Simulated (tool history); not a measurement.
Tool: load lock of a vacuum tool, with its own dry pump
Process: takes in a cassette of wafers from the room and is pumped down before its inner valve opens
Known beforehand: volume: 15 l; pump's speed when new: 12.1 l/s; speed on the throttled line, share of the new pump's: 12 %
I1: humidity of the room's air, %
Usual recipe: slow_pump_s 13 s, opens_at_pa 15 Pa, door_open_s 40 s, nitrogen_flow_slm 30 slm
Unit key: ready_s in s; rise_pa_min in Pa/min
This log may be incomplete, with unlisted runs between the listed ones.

Run 1, hour 0.0: usual settings; I1 44.7. Result: ready_s 22.3 s, rise_pa_min 0.023 Pa/min.
Run 2, hour 200.1: usual settings; I1 45.2. Result: ready_s 22.6 s, rise_pa_min 0.024 Pa/min.
Run 3, hour 321.3: usual settings but slow_pump_s 15 s; I1 44.7. Result: ready_s 24.4 s, rise_pa_min 0.019 Pa/min.
Run 4, hour 471.8: usual settings but slow_pump_s 19 s; I1 44.4. Result: ready_s 27.7 s, rise_pa_min 0.025 Pa/min.
Run 5, hour 678.8: usual settings; I1 46.5. Result: ready_s 22.3 s, rise_pa_min 0.023 Pa/min.
Run 6, hour 789.4: usual settings; I1 45.0. Result: ready_s 22.4 s, rise_pa_min 0.020 Pa/min.
Run 7, hour 888.7: usual settings but slow_pump_s 7 s; I1 43.6. Result: ready_s 17.0 s, rise_pa_min 0.022 Pa/min.
Run 8, hour 1035.8: usual settings; I1 44.7. Result: ready_s 22.5 s, rise_pa_min 0.026 Pa/min.
Run 9, hour 1161.7: usual settings; I1 41.9. Result: ready_s 22.4 s, rise_pa_min 0.026 Pa/min.
Run 10, hour 1305.4: usual settings; I1 43.6. Result: ready_s 22.2 s, rise_pa_min 0.022 Pa/min.
Run 11, hour 1432.6: usual settings; I1 44.3. Result: ready_s 22.6 s, rise_pa_min 0.026 Pa/min.
Run 12, hour 1564.7: usual settings; I1 49.0. Result: ready_s 22.4 s, rise_pa_min 0.024 Pa/min.
Run 13, hour 1772.7: usual settings; I1 42.5. Result: ready_s 22.3 s, rise_pa_min 0.018 Pa/min.
Run 14, hour 1894.6: usual settings but opens_at_pa 25 Pa; I1 42.1. Result: ready_s 21.8 s, rise_pa_min 0.026 Pa/min.
Run 15, hour 2010.2: usual settings but opens_at_pa 25 Pa, door_open_s 129 s, nitrogen_flow_slm 26 slm; I1 43.8. Result: ready_s 21.8 s, rise_pa_min 0.041 Pa/min.
Run 16, hour 2147.0: usual settings but opens_at_pa 25 Pa, door_open_s 129 s, nitrogen_flow_slm 26 slm; I1 44.5. Result: ready_s 21.9 s, rise_pa_min 0.035 Pa/min.
Run 17, hour 2290.8: usual settings but opens_at_pa 25 Pa, door_open_s 178 s, nitrogen_flow_slm 26 slm; I1 42.6. Result: ready_s 21.8 s, rise_pa_min 0.029 Pa/min.
Run 18, hour 2421.2: usual settings but opens_at_pa 25 Pa, door_open_s 178 s, nitrogen_flow_slm 6 slm; I1 43.1. Result: ready_s 21.7 s, rise_pa_min 0.073 Pa/min.
Run 19, hour 2631.5: usual settings but opens_at_pa 25 Pa, door_open_s 178 s, nitrogen_flow_slm 6 slm; I1 43.3. Result: ready_s 21.7 s, rise_pa_min 0.072 Pa/min.
Run 20, hour 2766.8: usual settings but opens_at_pa 25 Pa, door_open_s 178 s, nitrogen_flow_slm 6 slm; I1 45.3. Result: ready_s 21.9 s, rise_pa_min 0.079 Pa/min.
Run 21, hour 2858.6: usual settings but slow_pump_s 24 s, opens_at_pa 21 Pa; I1 43.5. Result: ready_s 31.8 s, rise_pa_min 0.022 Pa/min.
Run 22, hour 3063.4: usual settings but slow_pump_s 12 s, opens_at_pa 10 Pa; I1 51.1. Result: ready_s 21.8 s, rise_pa_min 0.031 Pa/min.
Run 23, hour 3154.8: usual settings but slow_pump_s 8 s, opens_at_pa 17 Pa, nitrogen_flow_slm 38 slm; I1 39.7. Result: ready_s 18.1 s, rise_pa_min 0.020 Pa/min.
Run 24, hour 3276.5: usual settings but slow_pump_s 8 s, opens_at_pa 14 Pa, nitrogen_flow_slm 38 slm; I1 44.2. Result: ready_s 18.2 s, rise_pa_min 0.021 Pa/min.
Run 25, hour 3391.3: usual settings but slow_pump_s 8 s, opens_at_pa 14 Pa, nitrogen_flow_slm 38 slm; I1 46.4. Result: ready_s 18.0 s, rise_pa_min 0.021 Pa/min.

Predict each of these 5 candidate next runs independently; none follows another, all start after run 25:
Run A, hour 3517.0: usual settings but slow_pump_s 24 s, opens_at_pa 14 Pa, nitrogen_flow_slm 8 slm; I1 42.4. Result: ready_s ?, rise_pa_min ?.
Run B, hour 3517.0: usual settings but slow_pump_s 18 s, opens_at_pa 14 Pa, door_open_s 37 s, nitrogen_flow_slm 38 slm; I1 46.0. Result: ready_s ?, rise_pa_min ?.
Run C, hour 3517.0: usual settings but opens_at_pa 10 Pa, door_open_s 54 s; I1 44.4. Result: ready_s ?, rise_pa_min ?.
Run D, hour 3517.0: usual settings but slow_pump_s 8 s, opens_at_pa 24 Pa, door_open_s 25 s, nitrogen_flow_slm 26 slm; I1 43.4. Result: ready_s ?, rise_pa_min ?.
Run E, hour 3517.0: usual settings but slow_pump_s 15 s, opens_at_pa 29 Pa, door_open_s 30 s; I1 42.0. Result: ready_s ?, rise_pa_min ?.

run  ready_s  rise_pa_min
  A     32.2        0.045
  B     27.0        0.020
  C     22.8        0.024
  D     17.4        0.019
  E     23.7        0.018
Without the tool's unlogged condition, the same runs would have read:
run  ready_s  rise_pa_min
  A     32.2        0.044
  B     27.0        0.019
  C     22.8        0.024
  D     17.4        0.019
  E     23.7        0.017
